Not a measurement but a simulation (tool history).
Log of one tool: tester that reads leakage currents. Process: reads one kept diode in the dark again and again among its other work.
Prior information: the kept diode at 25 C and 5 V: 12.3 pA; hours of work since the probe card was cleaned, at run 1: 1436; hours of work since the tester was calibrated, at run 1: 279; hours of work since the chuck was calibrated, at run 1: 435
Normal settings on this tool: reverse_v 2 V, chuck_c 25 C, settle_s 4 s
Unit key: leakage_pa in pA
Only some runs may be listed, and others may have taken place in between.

| run | hour | reverse_v | chuck_c | settle_s | hours of work since the probe card was cleaned | hours of work since the tester was calibrated | hours of work since the chuck was calibrated | leakage_pa |
|---|---|---|---|---|---|---|---|---|
| 1 | 0 | 2 | 25 | 4 | 1436 | 279 | 435 | 8.77 |
| 2 | 137.5 | 3.1 | 25 | 4 | 1527 | 370 | 526 | 10.42 |
| 3 | 329.7 | 7.02 | 25 | 4 | 1654 | 497 | 654 | 14.8 |
| 4 | 453.5 | 7.02 | 25 | 4 | 1736 | 579 | 736 | 14.61 |
| 5 | 643 | 2 | 25 | 4 | 1862 | 704 | 861 | 8.45 |
| 6 | 797.2 | 1.01 | 25 | 4 | 1964 | 807 | 963 | 6.34 |
|  | 812.9 | chuck's temperature calibrated |
| 7 | 889.2 | 1.01 | 25 | 4 | 2023 | 866 | 50 | 7.03 |
| 8 | 1048.1 | 2 | 25 | 6.73 | 2129 | 971 | 156 | 9.04 |
| 9 | 1137.4 | 2 | 25 | 6.73 | 2188 | 1030 | 215 | 8.91 |
| 10 | 1219.4 | 2 | 25 | 6.73 | 2242 | 1085 | 269 | 9.06 |
| 11 | 1329.4 | 2.57 | 25 | 4.53 | 2315 | 1157 | 342 | 9.96 |
| 12 | 1495.9 | 10.93 | 22 | 5.02 | 2425 | 1268 | 452 | 15.73 |
| 13 | 1623.5 | 2 | 22 | 0.98 | 2509 | 1352 | 536 | 7.3 |
| 14 | 1708.6 | 6.17 | 49 | 3.89 | 2566 | 1408 | 593 | 76.8 |
|  | 1759.8 | probe card cleaned and baked |
| 15 | 1886 | 5.24 | 51 | 0.64 | 84 | 1524 | 708 | 80.8 |
| 16 | 2001.2 | 2 | 34 | 4 | 160 | 1600 | 784 | 16.13 |
| 17 | 2160.4 | 2 | 34 | 4 | 265 | 1705 | 890 | 16.06 |

The next listed run, before its measurement:
|  | 2277.6 | chuck's temperature calibrated |
| 18 | 2292 | 11.74 | 51 | 4 | 351 | 1791 | 10 | ? |

For run 18 the tool returned leakage_pa 115.21 pA.
With no hidden state in the tool, this same run would have given leakage_pa 117.88 pA.
